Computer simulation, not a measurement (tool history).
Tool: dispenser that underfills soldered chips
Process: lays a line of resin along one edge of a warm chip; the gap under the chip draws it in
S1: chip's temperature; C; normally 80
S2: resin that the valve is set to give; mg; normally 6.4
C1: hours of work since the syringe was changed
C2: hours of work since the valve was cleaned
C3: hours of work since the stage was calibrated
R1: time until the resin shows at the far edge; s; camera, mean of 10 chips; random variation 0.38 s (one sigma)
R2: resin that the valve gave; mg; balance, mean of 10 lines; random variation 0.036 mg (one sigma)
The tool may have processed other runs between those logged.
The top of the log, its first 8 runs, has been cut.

Run 9, hour 34.9: usual settings but S2 5.87 mg; C1 9; C2 16; C3 150. Result: R1 37.2 s, R2 5.82 mg.
At hour 38.9: new syringe of resin.
Run 10, hour 38.9: usual settings but S2 5.87 mg; C1 0; C2 18; C3 152. Result: R1 24 s, R2 5.79 mg.
Run 11, hour 45.4: usual settings but S2 5.87 mg; C1 4; C2 22; C3 156. Result: R1 29.4 s, R2 5.74 mg.
Run 12, hour 50.2: usual settings but S2 5.87 mg; C1 7; C2 25; C3 159. Result: R1 33.9 s, R2 5.78 mg.
Run 13, hour 53.5: usual settings but S2 7.61 mg; C1 9; C2 27; C3 161. Result: R1 37.4 s, R2 7.52 mg.
At hour 57.2: new syringe of resin.
Run 14, hour 59.5: usual settings; C1 1; C2 31; C3 164. Result: R1 24.8 s, R2 6.27 mg.
Run 15, hour 64.7: usual settings but S2 5.4 mg; C1 4; C2 34; C3 168. Result: R1 30.4 s, R2 5.19 mg.
Run 16, hour 70.8: usual settings but S2 5.4 mg; C1 8; C2 37; C3 171. Result: R1 37 s, R2 5.29 mg.
At hour 75.5: new syringe of resin.
Run 17, hour 75.5: usual settings but S1 72 C, S2 6.36 mg; C1 0; C2 40; C3 174. Result: R1 29.4 s, R2 6.12 mg.
Run 18, hour 81.4: usual settings but S1 93 C, S2 6.62 mg; C1 4; C2 44; C3 177. Result: R1 18.7 s, R2 6.36 mg.
Run 19, hour 84.3: usual settings but S1 79 C, S2 7.49 mg; C1 5; C2 45; C3 179. Result: R1 32.5 s, R2 7.18 mg.
Run 20, hour 90: usual settings but S1 82 C, S2 5.45 mg; C1 9; C2 49; C3 183. Result: R1 37 s, R2 5.23 mg.
At hour 93.8: new syringe of resin.
Run 21, hour 96.4: usual settings but S1 74 C, S2 6.94 mg; C1 2; C2 53; C3 186. Result: R1 31.4 s, R2 6.67 mg.
Run 22, hour 101.3: usual settings but S1 74 C, S2 6.94 mg; C1 5; C2 55; C3 189. Result: R1 36.2 s, R2 6.68 mg.

Forecast run 23:
Run 23, hour 104.9: usual settings but S1 74 C, S2 6.94 mg; C1 7; C2 58; C3 191. Result: R1 ?, R2 ?.

R1: 41.1 s
R2: 6.63 mg
With the hidden condition absent and the run-to-run variation left alone, this run would have shown R1 28.3 s, R2 6.93 mg.
